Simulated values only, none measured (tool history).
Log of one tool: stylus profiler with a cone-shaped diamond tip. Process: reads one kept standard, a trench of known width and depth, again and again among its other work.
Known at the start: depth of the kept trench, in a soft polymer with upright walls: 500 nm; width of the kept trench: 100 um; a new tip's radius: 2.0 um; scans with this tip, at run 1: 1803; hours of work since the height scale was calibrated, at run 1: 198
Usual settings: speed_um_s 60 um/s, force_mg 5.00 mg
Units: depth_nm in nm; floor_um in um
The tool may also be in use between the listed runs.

run,day,speed_um_s,force_mg,scans with this tip,hours of work since the height scale was calibrated,depth_nm,floor_um
1,0.000,60,5.00,1803,198,509.40,97.11
2,1.212,23,5.00,1929,211,509.46,97.21
3,2.275,23,5.00,2040,224,509.44,97.30
4,3.304,228,5.00,2148,235,509.51,96.35
5,4.425,228,5.00,2265,248,509.48,96.33
6,5.571,228,5.00,2385,261,509.42,96.29
7,6.758,228,5.00,2508,275,509.47,96.32
8,7.333,228,5.00,2569,282,509.52,96.29
9,7.967,52,5.00,2635,289,509.54,97.15
10,8.608,52,5.00,2702,296,509.59,97.10
11,9.229,60,2.52,2766,303,506.02,96.95
12,10.512,60,2.52,2900,318,506.00,96.99
13,11.754,60,2.52,3030,332,505.96,96.95
14,12.767,60,2.52,3136,344,506.06,96.98
15,14.058,22,5.00,3271,359,509.63,97.29
16,15.442,138,2.63,3415,374,506.20,96.47
17,16.562,138,2.63,3533,387,506.05,96.49
18,17.442,54,5.00,3624,397,509.49,97.08
19,18.171,54,5.00,3701,406,509.54,97.09
20,19.242,189,2.92,3813,418,506.69,96.24
21,20.617,21,12.88,3956,434,517.92,97.33
22,21.400,60,1.69,4038,443,504.64,96.91
23,22.492,41,7.25,4152,455,512.11,97.20
24,23.592,41,7.25,4267,468,512.21,97.15
25,24.758,41,7.25,4389,481,512.10,97.19
26,25.550,60,6.20,4471,490,510.88,97.11

3 ways to go on from here, each from the tool as it stands after run 26. What would each give?
A,26.371,37,1.81,4557,499,?,?
B,26.371,41,5.00,4557,499,?,?
C,26.371,23,2.35,4557,499,?,?

run,depth_nm,floor_um
A,504.77,97.11
B,509.53,97.12
C,505.83,97.19
Without the tool's hidden state the same runs would have given:
run,depth_nm,floor_um
A,504.77,97.11
B,509.53,97.13
C,505.84,97.19
